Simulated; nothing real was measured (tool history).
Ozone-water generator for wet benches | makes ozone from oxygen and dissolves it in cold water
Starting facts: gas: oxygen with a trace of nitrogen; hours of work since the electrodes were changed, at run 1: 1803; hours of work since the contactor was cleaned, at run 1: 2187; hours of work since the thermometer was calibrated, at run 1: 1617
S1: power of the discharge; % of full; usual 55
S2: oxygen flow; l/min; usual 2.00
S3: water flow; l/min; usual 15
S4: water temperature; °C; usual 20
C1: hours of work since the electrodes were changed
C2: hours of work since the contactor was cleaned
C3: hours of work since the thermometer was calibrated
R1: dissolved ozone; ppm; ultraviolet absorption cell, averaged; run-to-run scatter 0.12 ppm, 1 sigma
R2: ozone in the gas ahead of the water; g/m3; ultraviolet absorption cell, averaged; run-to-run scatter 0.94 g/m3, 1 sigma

Run 1, hour 0.0: usual settings; C1 1803; C2 2187; C3 1617. Result: R1 11.2 ppm, R2 152.7 g/m3.
Run 2, hour 45.4: usual settings but S1 48 % of full; C1 1843; C2 2227; C3 1657. Result: R1 10.5 ppm, R2 142.9 g/m3.
Run 3, hour 111.9: usual settings but S1 48 % of full; C1 1901; C2 2285; C3 1716. Result: R1 10.5 ppm, R2 143.7 g/m3.
Run 4, hour 176.3: usual settings; C1 1958; C2 2342; C3 1772. Result: R1 11.3 ppm, R2 153.8 g/m3.
Run 5, hour 228.7: usual settings but S1 53 % of full; C1 2004; C2 2387; C3 1818. Result: R1 11.1 ppm, R2 149.7 g/m3.
Run 6, hour 288.2: usual settings but S1 53 % of full; C1 2056; C2 2440; C3 1870. Result: R1 11.2 ppm, R2 148.2 g/m3.
Run 7, hour 368.8: usual settings but S4 18 °C; C1 2127; C2 2510; C3 1941. Result: R1 11.3 ppm, R2 152.0 g/m3.
Run 8, hour 440.3: usual settings but S4 18 °C; C1 2189; C2 2573; C3 2004. Result: R1 11.3 ppm, R2 153.5 g/m3.
Run 9, hour 478.9: usual settings but S1 59 % of full, S4 18 °C; C1 2223; C2 2607; C3 2038. Result: R1 11.8 ppm, R2 157.0 g/m3.
Run 10, hour 520.4: usual settings but S3 13 l/min; C1 2260; C2 2643; C3 2074. Result: R1 12.6 ppm, R2 151.1 g/m3.
At hour 529.4: contactor cleaned.
Run 11, hour 563.5: usual settings but S3 13 l/min, S4 13 °C; C1 2294; C2 30; C3 2108. Result: R1 13.4 ppm, R2 151.6 g/m3.
Run 12, hour 601.4: usual settings; C1 2327; C2 63; C3 2142. Result: R1 11.1 ppm, R2 152.1 g/m3.
Run 13, hour 678.7: usual settings but S3 13 l/min; C1 2395; C2 131; C3 2209. Result: R1 12.5 ppm, R2 152.3 g/m3.
Run 14, hour 752.1: usual settings but S3 13 l/min; C1 2460; C2 195; C3 2274. Result: R1 12.5 ppm, R2 150.3 g/m3.
Run 15, hour 819.3: usual settings but S3 13 l/min; C1 2519; C2 254; C3 2333. Result: R1 12.3 ppm, R2 151.3 g/m3.
Run 16, hour 857.9: usual settings but S3 13 l/min; C1 2552; C2 288; C3 2367. Result: R1 12.6 ppm, R2 151.3 g/m3.
Run 17, hour 906.7: usual settings but S3 13 l/min; C1 2595; C2 331; C3 2409. Result: R1 12.6 ppm, R2 151.0 g/m3.
Run 18, hour 965.0: usual settings but S2 1.33 l/min, S3 22 l/min; C1 2646; C2 382; C3 2461. Result: R1 6.3 ppm, R2 183.8 g/m3.
At hour 980.9: contactor cleaned, once more.
Run 19, hour 1024.8: usual settings but S2 1.23 l/min, S3 22 l/min, S4 24 °C; C1 2695; C2 38; C3 2510. Result: R1 6.5 ppm, R2 190.6 g/m3.
Run 20, hour 1057.9: usual settings but S1 49 % of full, S2 1.23 l/min, S3 16 l/min, S4 13 °C; C1 2724; C2 68; C3 2539. Result: R1 9.1 ppm, R2 180.4 g/m3.
Run 21, hour 1124.6: usual settings but S3 9 l/min, S4 23 °C; C1 2783; C2 126; C3 2597. Result: R1 16.7 ppm, R2 149.9 g/m3.
Run 22, hour 1201.3: usual settings but S1 51 % of full, S3 13 l/min; C1 2850; C2 193; C3 2664. Result: R1 12.2 ppm, R2 143.8 g/m3.
Run 23, hour 1265.2: usual settings but S1 60 % of full, S3 17 l/min; C1 2906; C2 249; C3 2720. Result: R1 10.4 ppm, R2 155.8 g/m3.
Run 24, hour 1328.2: usual settings but S1 60 % of full, S3 17 l/min; C1 2962; C2 305; C3 2776. Result: R1 10.3 ppm, R2 157.2 g/m3.
Run 25, hour 1388.3: usual settings but S1 60 % of full, S3 17 l/min; C1 3014; C2 357; C3 2829. Result: R1 10.7 ppm, R2 155.9 g/m3.
Run 26, hour 1422.3: usual settings but S1 41 % of full, S2 3.24 l/min; C1 3044; C2 387; C3 2858. Result: R1 10.4 ppm, R2 103.1 g/m3.
Run 27, hour 1480.8: usual settings but S1 41 % of full, S2 3.24 l/min; C1 3095; C2 439; C3 2910. Result: R1 10.3 ppm, R2 101.1 g/m3.
Run 28, hour 1540.4: usual settings but S1 41 % of full, S2 3.24 l/min; C1 3148; C2 491; C3 2962. Result: R1 10.2 ppm, R2 101.1 g/m3.
Run 29, hour 1604.6: usual settings but S1 41 % of full, S2 3.24 l/min; C1 3204; C2 547; C3 3018. Result: R1 10.3 ppm, R2 101.3 g/m3.
Run 30, hour 1658.8: usual settings but S1 41 % of full, S2 3.30 l/min, S4 27 °C; C1 3252; C2 595; C3 3066. Result: R1 9.4 ppm, R2 99.7 g/m3.
Run 31, hour 1722.0: usual settings but S1 94 % of full, S2 1.97 l/min, S4 14 °C; C1 3307; C2 650; C3 3121. Result: R1 15.5 ppm, R2 195.2 g/m3.
Run 32, hour 1796.6: usual settings but S1 69 % of full, S2 1.21 l/min; C1 3373; C2 716; C3 3187. Result: R1 11.0 ppm, R2 213.5 g/m3.

Branching from run 32: 5 alternative next runs. What would each branch give?
Run A, hour 1841.5: usual settings but S1 84 % of full, S2 3.37 l/min, S4 14 °C; C1 3412; C2 755; C3 3226. Result: R1 ?, R2 ?.
Run B, hour 1841.5: usual settings but S1 86 % of full, S2 1.26 l/min, S3 24 l/min; C1 3412; C2 755; C3 3226. Result: R1 ?, R2 ?.
Run C, hour 1841.5: usual settings but S1 86 % of full, S2 3.59 l/min, S4 25 °C; C1 3412; C2 755; C3 3226. Result: R1 ?, R2 ?.
Run D, hour 1841.5: usual settings but S2 1.50 l/min; C1 3412; C2 755; C3 3226. Result: R1 ?, R2 ?.
Run E, hour 1841.5: usual settings but S1 69 % of full, S2 2.63 l/min; C1 3412; C2 755; C3 3226. Result: R1 ?, R2 ?.

run    R1     R2
  A  15.7  144.3
  B   7.4  234.8
  C  14.0  139.5
  D  10.4  170.4
  E  12.9  146.0
The same runs, with their run-to-run variation unchanged, on a tool lacking any hidden condition would have given:
run    R1     R2
  A  17.2  157.3
  B   8.2  256.2
  C  15.4  152.2
  D  11.3  182.4
  E  14.1  157.9
